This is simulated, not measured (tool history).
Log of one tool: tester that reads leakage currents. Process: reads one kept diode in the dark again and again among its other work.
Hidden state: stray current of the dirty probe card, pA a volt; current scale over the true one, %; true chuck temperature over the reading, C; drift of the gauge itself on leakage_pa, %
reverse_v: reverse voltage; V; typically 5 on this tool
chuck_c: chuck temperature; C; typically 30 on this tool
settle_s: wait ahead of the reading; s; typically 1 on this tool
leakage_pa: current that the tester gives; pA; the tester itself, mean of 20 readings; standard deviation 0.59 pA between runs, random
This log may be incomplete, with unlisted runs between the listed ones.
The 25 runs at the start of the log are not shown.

run,hour,reverse_v,chuck_c,settle_s,hours of work since the probe card was cleaned,hours of work since the tester was calibrated,hours of work since the chuck was calibrated,leakage_pa
26,1869.1,2.07,55,4.97,1007,1469,375,852.15
27,1917.8,8.09,24,5.91,1033,1495,401,155.28
28,1964.8,8.44,45,2.92,1059,1520,426,883.53
29,2050.3,1.09,26,0.35,1105,1566,472,61.64
30,2134.6,1.09,26,0.35,1150,1611,517,61.7
31,2204.8,5,27,1,1188,1649,555,155.91
32,2263.5,5,27,1,1219,1681,587,156.6
33,2353.6,5,58,1.09,1267,1729,635,1740.97
34,2443.7,2.42,29,1.47,1316,1777,683,123.73
35,2495.1,2.42,29,1.47,1343,1805,711,123.49
36,2548.3,15.05,53,0.54,1372,1834,740,2250.91
37,2624.3,5,30,6.33,1413,1874,780,201.49

Predict each of these 5 candidate next runs independently; none follows another, all start after run 37:
A,2704.2,2.06,23,0.71,1456,1917,823,?
B,2704.2,5,57,3.32,1456,1917,823,?
C,2704.2,5,30,6.27,1456,1917,823,?
D,2704.2,5.29,22,1.94,1456,1917,823,?
E,2704.2,17.32,35,5.82,1456,1917,823,?

run,leakage_pa
A,68.82
B,1622.19
C,201.13
D,107.04
E,610.13
Take away the tool's hidden state, keep each run's random variation, and the runs would have read:
run,leakage_pa
A,65.59
B,1596.51
C,192.86
D,99.93
E,583.34
